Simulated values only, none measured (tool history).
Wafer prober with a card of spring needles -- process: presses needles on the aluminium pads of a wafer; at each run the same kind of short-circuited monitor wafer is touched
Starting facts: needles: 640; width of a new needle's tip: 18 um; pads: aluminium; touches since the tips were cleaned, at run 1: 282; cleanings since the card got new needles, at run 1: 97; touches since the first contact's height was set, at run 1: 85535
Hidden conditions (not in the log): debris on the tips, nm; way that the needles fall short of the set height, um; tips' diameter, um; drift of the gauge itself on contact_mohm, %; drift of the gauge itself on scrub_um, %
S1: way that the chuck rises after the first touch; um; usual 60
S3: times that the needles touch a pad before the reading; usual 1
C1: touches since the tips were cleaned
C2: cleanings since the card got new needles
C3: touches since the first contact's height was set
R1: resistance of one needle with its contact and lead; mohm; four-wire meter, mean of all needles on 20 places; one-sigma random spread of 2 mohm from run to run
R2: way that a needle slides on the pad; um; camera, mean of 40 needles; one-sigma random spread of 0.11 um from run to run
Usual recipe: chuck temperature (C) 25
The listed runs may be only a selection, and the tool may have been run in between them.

Run 1, hour 0: usual settings; C1 282; C2 97; C3 85535. Result: R1 238 mohm, R2 13.62 um.
At hour 2.2: tips cleaned on abrasive film.
At hour 4.8: tips cleaned on abrasive film.
At hour 7.5: tips cleaned on abrasive film.
At hour 9.7: tips cleaned on abrasive film.
At hour 12.4: tips cleaned on abrasive film.
At hour 15: tips cleaned on abrasive film.
At hour 16.4: height of the first contact set anew.
At hour 18: tips cleaned on abrasive film.
At hour 20.2: tips cleaned on abrasive film.
At hour 22.9: tips cleaned on abrasive film.
At hour 25.5: tips cleaned on abrasive film.
At hour 28.2: tips cleaned on abrasive film.
At hour 30.9: tips cleaned on abrasive film.
At hour 33.1: tips cleaned on abrasive film.
At hour 35.7: tips cleaned on abrasive film.
At hour 38.4: tips cleaned on abrasive film.
At hour 41.1: tips cleaned on abrasive film.
Run 2, hour 42.1: usual settings; C1 745; C2 113; C3 18571. Result: R1 269 mohm, R2 14.03 um.
At hour 43.7: tips cleaned on abrasive film.
At hour 46.4: tips cleaned on abrasive film.
At hour 49.1: tips cleaned on abrasive film.
At hour 51.8: tips cleaned on abrasive film.
At hour 54.5: tips cleaned on abrasive film.
At hour 57.1: tips cleaned on abrasive film.
At hour 59.8: tips cleaned on abrasive film.
At hour 62.5: tips cleaned on abrasive film.
At hour 65.2: tips cleaned on abrasive film.
At hour 67.3: tips cleaned on abrasive film.
At hour 70: tips cleaned on abrasive film.
Run 3, hour 72.1: usual settings but S1 73 um; C1 1540; C2 124; C3 40262. Result: R1 271 mohm, R2 16.93 um.
At hour 72.7: tips cleaned on abrasive film.
At hour 75.4: tips cleaned on abrasive film.
At hour 78: tips cleaned on abrasive film.
At hour 80.7: tips cleaned on abrasive film.
At hour 83.4: tips cleaned on abrasive film.
At hour 86.1: tips cleaned on abrasive film.
At hour 88.8: tips cleaned on abrasive film.
At hour 91.4: tips cleaned on abrasive film.
At hour 93.6: tips cleaned on abrasive film.
At hour 96.3: tips cleaned on abrasive film.
At hour 99: tips cleaned on abrasive film.
At hour 101.6: tips cleaned on abrasive film.
At hour 104.3: tips cleaned on abrasive film.
At hour 107: tips cleaned on abrasive film.
At hour 109.7: tips cleaned on abrasive film.
At hour 112.4: tips cleaned on abrasive film.
At hour 115: tips cleaned on abrasive film.
At hour 117.7: tips cleaned on abrasive film.
At hour 120.4: tips cleaned on abrasive film.
At hour 123.1: tips cleaned on abrasive film.
At hour 125.7: tips cleaned on abrasive film.
At hour 128.4: tips cleaned on abrasive film.
At hour 131.1: tips cleaned on abrasive film.
Run 4, hour 132.6: usual settings but S1 73 um; C1 1140; C2 147; C3 84029. Result: R1 266 mohm, R2 16.47 um.
At hour 133.8: tips cleaned on abrasive film.
At hour 135.9: tips cleaned on abrasive film.
At hour 138.6: tips cleaned on abrasive film.
At hour 141.3: tips cleaned on abrasive film.
At hour 144: tips cleaned on abrasive film.
At hour 146.6: tips cleaned on abrasive film.
At hour 149.3: tips cleaned on abrasive film.
At hour 150.6: height of the first contact set anew.
At hour 152.3: tips cleaned on abrasive film.
At hour 155: tips cleaned on abrasive film.
At hour 157.6: tips cleaned on abrasive film.
At hour 160.3: tips cleaned on abrasive film.
At hour 163: tips cleaned on abrasive film.
At hour 165.7: tips cleaned on abrasive film.
At hour 168.4: tips cleaned on abrasive film.
At hour 171: tips cleaned on abrasive film.
At hour 173.7: tips cleaned on abrasive film.
At hour 176.4: tips cleaned on abrasive film.
At hour 179.1: tips cleaned on abrasive film.
At hour 181.8: tips cleaned on abrasive film.
At hour 184.1: tips cleaned on abrasive film.
Run 5, hour 184.1: usual settings; C1 0; C2 167; C3 24154. Result: R1 229 mohm, R2 13.94 um.
At hour 186.8: tips cleaned on abrasive film.
At hour 188.9: tips cleaned on abrasive film.
At hour 191.6: tips cleaned on abrasive film.
At hour 194.3: tips cleaned on abrasive film.
At hour 197: tips cleaned on abrasive film.
At hour 199.7: tips cleaned on abrasive film.
At hour 202.3: tips cleaned on abrasive film.
At hour 204.5: tips cleaned on abrasive film.
At hour 207.2: tips cleaned on abrasive film.
At hour 209.9: tips cleaned on abrasive film.
At hour 212: tips cleaned on abrasive film.
At hour 214.7: tips cleaned on abrasive film.
At hour 217.4: tips cleaned on abrasive film.
At hour 220.1: tips cleaned on abrasive film.
At hour 222.7: tips cleaned on abrasive film.
At hour 225.4: tips cleaned on abrasive film.
At hour 227.6: tips cleaned on abrasive film.
At hour 230.3: tips cleaned on abrasive film.
At hour 232.9: tips cleaned on abrasive film.
Run 6, hour 234.6: usual settings but S1 74 um; C1 1257; C2 186; C3 60674. Result: R1 272 mohm, R2 17.14 um.
At hour 235.2: tips cleaned on abrasive film.
At hour 237.9: tips cleaned on abrasive film.
At hour 240.6: tips cleaned on abrasive film.
At hour 243.3: tips cleaned on abrasive film.
At hour 245.9: tips cleaned on abrasive film.
At hour 248.6: tips cleaned on abrasive film.
At hour 250.8: tips cleaned on abrasive film.
At hour 253.5: tips cleaned on abrasive film.
At hour 256.1: tips cleaned on abrasive film.
At hour 258.3: tips cleaned on abrasive film.
At hour 261: tips cleaned on abrasive film.
At hour 263.7: tips cleaned on abrasive film.
At hour 266.3: tips cleaned on abrasive film.
At hour 269: tips cleaned on abrasive film.
At hour 271.2: tips cleaned on abrasive film.
At hour 273.9: tips cleaned on abrasive film.
At hour 276.5: tips cleaned on abrasive film.
At hour 279.2: tips cleaned on abrasive film.
At hour 281.9: tips cleaned on abrasive film.
At hour 284.6: tips cleaned on abrasive film.
At hour 285.4: height of the first contact set anew.
At hour 287: tips cleaned on abrasive film.
At hour 289.7: tips cleaned on abrasive film.
At hour 291.9: tips cleaned on abrasive film.
At hour 294.6: tips cleaned on abrasive film.
At hour 297.2: tips cleaned on abrasive film.
At hour 299.9: tips cleaned on abrasive film.
Run 7, hour 301.6: usual settings but S1 74 um; C1 1255; C2 212; C3 11718. Result: R1 271 mohm, R2 17.28 um.
At hour 302.2: tips cleaned on abrasive film.
At hour 304.9: tips cleaned on abrasive film.
At hour 307.6: tips cleaned on abrasive film.
At hour 310.2: tips cleaned on abrasive film.
At hour 312.9: tips cleaned on abrasive film.
At hour 315.6: tips cleaned on abrasive film.
At hour 318.3: tips cleaned on abrasive film.
At hour 321: tips cleaned on abrasive film.
At hour 323.6: tips cleaned on abrasive film.
At hour 326.3: tips cleaned on abrasive film.
At hour 329: tips cleaned on abrasive film.
Run 8, hour 330.9: usual settings but S1 65 um, chuck temperature (C) 52, S3 2; C1 1444; C2 223; C3 32927. Result: R1 269 mohm, R2 15.08 um.
At hour 331.5: tips cleaned on abrasive film.
At hour 334.2: tips cleaned on abrasive film.
At hour 336.9: tips cleaned on abrasive film.
At hour 339.1: tips cleaned on abrasive film.
At hour 341.7: tips cleaned on abrasive film.
At hour 344.4: tips cleaned on abrasive film.
At hour 347.1: tips cleaned on abrasive film.
At hour 349.3: tips cleaned on abrasive film.
At hour 351.9: tips cleaned on abrasive film.
At hour 354.6: tips cleaned on abrasive film.
At hour 356.8: tips cleaned on abrasive film.
At hour 359.5: tips cleaned on abrasive film.
At hour 361.9: tips cleaned on abrasive film.
Run 9, hour 361.9: usual settings but S1 65 um, chuck temperature (C) 60; C1 0; C2 236; C3 55215. Result: R1 233 mohm, R2 14.86 um.
At hour 364: tips cleaned on abrasive film.
At hour 366.7: tips cleaned on abrasive film.
At hour 369.4: tips cleaned on abrasive film.
At hour 372.1: tips cleaned on abrasive film.
At hour 374.2: tips cleaned on abrasive film.
At hour 376.9: tips cleaned on abrasive film.
At hour 379.6: tips cleaned on abrasive film.
At hour 382.3: tips cleaned on abrasive film.
At hour 385: tips cleaned on abrasive film.
At hour 387.6: tips cleaned on abrasive film.
At hour 390.3: tips cleaned on abrasive film.
Run 10, hour 391.4: usual settings but S1 65 um, chuck temperature (C) 60; C1 783; C2 247; C3 76537. Result: R1 279 mohm, R2 14.67 um.
At hour 392.5: tips cleaned on abrasive film.
At hour 395.2: tips cleaned on abrasive film.
At hour 397.9: tips cleaned on abrasive film.
At hour 400.6: tips cleaned on abrasive film.
At hour 403.2: tips cleaned on abrasive film.
At hour 405.9: tips cleaned on abrasive film.
At hour 408.6: tips cleaned on abrasive film.
At hour 410.8: tips cleaned on abrasive film.
At hour 413.4: tips cleaned on abrasive film.
At hour 416.1: tips cleaned on abrasive film.
At hour 418.8: tips cleaned on abrasive film.
At hour 420.1: height of the first contact set anew.
At hour 421.3: tips cleaned on abrasive film.
At hour 423.9: tips cleaned on abrasive film.
At hour 426.6: tips cleaned on abrasive film.
At hour 429.3: tips cleaned on abrasive film.
At hour 432: tips cleaned on abrasive film.
At hour 434.7: tips cleaned on abrasive film.
At hour 437.3: tips cleaned on abrasive film.
At hour 439.5: tips cleaned on abrasive film.
At hour 442.2: tips cleaned on abrasive film.
At hour 444.9: tips cleaned on abrasive film.
At hour 447.5: tips cleaned on abrasive film.
Run 11, hour 448.8: usual settings but S1 73 um, S3 2; C1 974; C2 269; C3 20737. Result: R1 248 mohm, R2 17 um.
At hour 450: tips cleaned on abrasive film.
At hour 452.1: tips cleaned on abrasive film.
At hour 454.8: tips cleaned on abrasive film.
At hour 457: tips cleaned on abrasive film.
At hour 459.7: tips cleaned on abrasive film.
At hour 462.3: tips cleaned on abrasive film.
At hour 465: tips cleaned on abrasive film.
At hour 467.7: tips cleaned on abrasive film.
At hour 470.4: tips cleaned on abrasive film.
At hour 472.5: tips cleaned on abrasive film.
At hour 475.2: tips cleaned on abrasive film.
At hour 477.9: tips cleaned on abrasive film.
At hour 480.6: tips cleaned on abrasive film.
At hour 483.3: tips cleaned on abrasive film.
At hour 485.9: tips cleaned on abrasive film.
At hour 497.9: card fitted with new needles.
At hour 500.6: tips cleaned on abrasive film.
At hour 503.3: tips cleaned on abrasive film.
At hour 506: tips cleaned on abrasive film.
At hour 508.6: tips cleaned on abrasive film.
At hour 511.3: tips cleaned on abrasive film.
At hour 514: tips cleaned on abrasive film.
At hour 516.7: tips cleaned on abrasive film.
At hour 519.4: tips cleaned on abrasive film.
At hour 522: tips cleaned on abrasive film.
At hour 524.7: tips cleaned on abrasive film.
At hour 527: tips cleaned on abrasive film.
Run 12, hour 527: usual settings but S1 42 um, S3 3; C1 0; C2 11; C3 21029. Result: R1 225 mohm, R2 9.92 um.
At hour 529.7: tips cleaned on abrasive film.
At hour 531.9: tips cleaned on abrasive film.
At hour 534.5: tips cleaned on abrasive film.
At hour 536.7: tips cleaned on abrasive film.
At hour 539.4: tips cleaned on abrasive film.
At hour 542.1: tips cleaned on abrasive film.
At hour 544.7: tips cleaned on abrasive film.
At hour 547.4: tips cleaned on abrasive film.
At hour 549.6: tips cleaned on abrasive film.
At hour 552.3: tips cleaned on abrasive film.
At hour 554.9: tips cleaned on abrasive film.
At hour 557.1: tips cleaned on abrasive film.
At hour 559.8: tips cleaned on abrasive film.
At hour 562.5: tips cleaned on abrasive film.
At hour 565.1: tips cleaned on abrasive film.
At hour 567.8: tips cleaned on abrasive film.
At hour 570.5: tips cleaned on abrasive film.
At hour 573.2: tips cleaned on abrasive film.
At hour 575.9: tips cleaned on abrasive film.
At hour 578: tips cleaned on abrasive film.
At hour 580.7: tips cleaned on abrasive film.
At hour 583.4: tips cleaned on abrasive film.
At hour 586.1: tips cleaned on abrasive film.
At hour 588.7: tips cleaned on abrasive film.
At hour 591.4: tips cleaned on abrasive film.
At hour 593.6: tips cleaned on abrasive film.
Run 13, hour 593.6: usual settings but S1 66 um, chuck temperature (C) 77; C1 49; C2 37; C3 69130. Result: R1 234 mohm, R2 14.98 um.

Forecast each of these 3 alternatives for the next run:
At hour 595.8: tips cleaned on abrasive film.
At hour 598.5: tips cleaned on abrasive film.
At hour 601.2: tips cleaned on abrasive film.
At hour 603.9: tips cleaned on abrasive film.
At hour 606.5: tips cleaned on abrasive film.
At hour 609.2: tips cleaned on abrasive film.
At hour 611.9: tips cleaned on abrasive film.
At hour 614.1: tips cleaned on abrasive film.
At hour 616.7: tips cleaned on abrasive film.
At hour 619.4: tips cleaned on abrasive film.
At hour 622.1: tips cleaned on abrasive film.
At hour 624.8: tips cleaned on abrasive film.
At hour 627.4: tips cleaned on abrasive film.
At hour 630.1: tips cleaned on abrasive film.
At hour 632.5: height of the first contact set anew.
At hour 633.1: tips cleaned on abrasive film.
At hour 635.8: tips cleaned on abrasive film.
At hour 638.5: tips cleaned on abrasive film.
At hour 641.1: tips cleaned on abrasive film.
Run A, hour 641.7: usual settings but S1 68 um, chuck temperature (C) 63; C1 448; C2 55; C3 6648. Result: R1 ?, R2 ?.
At hour 595.8: tips cleaned on abrasive film.
At hour 598.5: tips cleaned on abrasive film.
At hour 601.2: tips cleaned on abrasive film.
At hour 603.9: tips cleaned on abrasive film.
At hour 606.5: tips cleaned on abrasive film.
At hour 609.2: tips cleaned on abrasive film.
At hour 611.9: tips cleaned on abrasive film.
At hour 614.1: tips cleaned on abrasive film.
At hour 616.7: tips cleaned on abrasive film.
At hour 619.4: tips cleaned on abrasive film.
At hour 622.1: tips cleaned on abrasive film.
At hour 624.8: tips cleaned on abrasive film.
At hour 627.4: tips cleaned on abrasive film.
At hour 630.1: tips cleaned on abrasive film.
At hour 632.5: height of the first contact set anew.
At hour 633.1: tips cleaned on abrasive film.
At hour 635.8: tips cleaned on abrasive film.
At hour 638.5: tips cleaned on abrasive film.
At hour 641.1: tips cleaned on abrasive film.
Run B, hour 641.7: usual settings but S1 47 um, chuck temperature (C) 31, S3 2; C1 448; C2 55; C3 6648. Result: R1 ?, R2 ?.
At hour 595.8: tips cleaned on abrasive film.
At hour 598.5: tips cleaned on abrasive film.
At hour 601.2: tips cleaned on abrasive film.
At hour 603.9: tips cleaned on abrasive film.
At hour 606.5: tips cleaned on abrasive film.
At hour 609.2: tips cleaned on abrasive film.
At hour 611.9: tips cleaned on abrasive film.
At hour 614.1: tips cleaned on abrasive film.
At hour 616.7: tips cleaned on abrasive film.
At hour 619.4: tips cleaned on abrasive film.
At hour 622.1: tips cleaned on abrasive film.
At hour 624.8: tips cleaned on abrasive film.
At hour 627.4: tips cleaned on abrasive film.
At hour 630.1: tips cleaned on abrasive film.
At hour 632.5: height of the first contact set anew.
At hour 633.1: tips cleaned on abrasive film.
At hour 635.8: tips cleaned on abrasive film.
At hour 638.5: tips cleaned on abrasive film.
At hour 641.1: tips cleaned on abrasive film.
Run C, hour 641.7: usual settings but S3 2; C1 448; C2 55; C3 6648. Result: R1 ?, R2 ?.

run   R1     R2
  A  240  15.67
  B  244  10.95
  C  227  14.02
With no hidden state in the tool, these same runs would have given:
run   R1     R2
  A  220  15.73
  B  219  11.01
  C  211  14.08
